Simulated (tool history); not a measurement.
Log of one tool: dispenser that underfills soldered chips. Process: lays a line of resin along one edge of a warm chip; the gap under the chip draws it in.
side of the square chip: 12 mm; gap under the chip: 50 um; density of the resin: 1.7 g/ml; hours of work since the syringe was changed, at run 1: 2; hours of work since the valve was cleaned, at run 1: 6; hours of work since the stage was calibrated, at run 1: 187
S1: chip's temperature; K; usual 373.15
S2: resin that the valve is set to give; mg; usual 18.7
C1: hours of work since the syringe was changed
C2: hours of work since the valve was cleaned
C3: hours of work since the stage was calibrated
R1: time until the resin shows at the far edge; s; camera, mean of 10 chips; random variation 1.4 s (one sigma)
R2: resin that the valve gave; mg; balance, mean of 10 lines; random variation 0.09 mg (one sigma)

| run | hour | S1 | S2 | C1 | C2 | C3 | R1 | R2 |
|---|---|---|---|---|---|---|---|---|
| 1 | 0.0 | 373.15 | 18.7 | 2 | 6 | 187 | 162.4 | 18.71 |
| 2 | 5.7 | 373.15 | 18.7 | 6 | 9 | 190 | 208.6 | 18.59 |
|  | 8.1 | new syringe of resin |
| 3 | 12.2 | 373.15 | 18.7 | 2 | 13 | 194 | 161.0 | 18.57 |
| 4 | 19.0 | 373.15 | 18.7 | 7 | 17 | 198 | 211.1 | 18.45 |
|  | 20.1 | new syringe of resin |
| 5 | 25.0 | 373.15 | 18.7 | 3 | 20 | 202 | 171.3 | 18.47 |
|  | 31.4 | new syringe of resin |
| 6 | 35.5 | 373.15 | 21.5 | 2 | 26 | 208 | 157.9 | 21.13 |
|  | 43.2 | new syringe of resin |
| 7 | 45.0 | 373.15 | 16.3 | 1 | 32 | 213 | 157.7 | 15.87 |
| 8 | 50.7 | 384.15 | 18.7 | 5 | 35 | 217 | 139.5 | 18.33 |
|  | 55.1 | new syringe of resin |
| 9 | 59.3 | 373.15 | 20.3 | 3 | 41 | 222 | 165.8 | 19.57 |
|  | 66.7 | new syringe of resin |
| 10 | 66.7 | 373.15 | 20.3 | 0 | 45 | 226 | 141.2 | 19.76 |
| 11 | 75.6 | 373.15 | 20.3 | 5 | 50 | 232 | 203.1 | 19.53 |
|  | 78.6 | new syringe of resin |
| 12 | 80.9 | 371.15 | 20.3 | 1 | 53 | 235 | 161.4 | 19.20 |
| 13 | 87.4 | 373.15 | 18.7 | 5 | 57 | 239 | 203.2 | 17.73 |
|  | 90.2 | new syringe of resin |
| 14 | 98.0 | 367.15 | 19.6 | 5 | 63 | 245 | 223.8 | 18.58 |
|  | 101.7 | new syringe of resin |
| 15 | 108.6 | 375.15 | 18.7 | 4 | 70 | 251 | 174.7 | 17.55 |
|  | 113.5 | new syringe of resin |
| 16 | 119.0 | 373.15 | 16.2 | 3 | 76 | 257 | 187.6 | 15.23 |
|  | 125.3 | new syringe of resin |
| 17 | 128.2 | 377.15 | 16.7 | 2 | 81 | 263 | 147.2 | 15.61 |
|  | 136.8 | new syringe of resin |
| 18 | 138.3 | 386.15 | 21.3 | 1 | 87 | 268 | 102.0 | 19.51 |
| 19 | 142.6 | 378.15 | 20.4 | 4 | 90 | 271 | 151.4 | 18.81 |
| 20 | 147.5 | 386.15 | 21.3 | 6 | 93 | 274 | 145.3 | 19.73 |
|  | 148.6 | new syringe of resin |
| 21 | 152.3 | 386.15 | 21.3 | 2 | 95 | 277 | 111.7 | 19.49 |
| 22 | 158.1 | 372.15 | 16.9 | 6 | 99 | 280 | 219.7 | 15.51 |
|  | 160.6 | new syringe of resin |
| 23 | 167.9 | 387.15 | 20.7 | 4 | 105 | 286 | 125.6 | 18.85 |
|  | 172.0 | new syringe of resin |
| 24 | 178.3 | 387.15 | 17.6 | 4 | 111 | 292 | 122.1 | 15.91 |
|  | 184.1 | new syringe of resin |
| 25 | 187.0 | 363.15 | 22.2 | 2 | 116 | 297 | 206.0 | 20.13 |
|  | 196.3 | new syringe of resin |
| 26 | 196.3 | 364.15 | 22.3 | 0 | 121 | 303 | 179.3 | 20.08 |

Some steps in R1 between neighbouring runs. How much of each would the tool show without its hidden state too (settings, what came in, random variation), and how much is left for the hidden state, with any gauge scatter that isn't in both results?
The hidden state here: resin's viscosity, % of fresh resin's; dose that the valve gives, % of what is set; true chip temperature over the reading, C; drift of the gauge itself on fill_s, %; drift of the gauge itself on given_mg, %.
Run 10 -> 11: no setting changed, nothing entered. R1 +61.9 s: hidden state +60.8, all else +1.1.
Run 21 -> 22: S1 386.15 -> 372.15, S2 21.3 -> 16.9. R1 +108.0 s: hidden state +55.8, all else +52.2.
Run 22 -> 23: S1 372.15 -> 387.15, S2 16.9 -> 20.7, new syringe of resin. R1 -94.1 s: hidden state -39.6, all else -54.5.

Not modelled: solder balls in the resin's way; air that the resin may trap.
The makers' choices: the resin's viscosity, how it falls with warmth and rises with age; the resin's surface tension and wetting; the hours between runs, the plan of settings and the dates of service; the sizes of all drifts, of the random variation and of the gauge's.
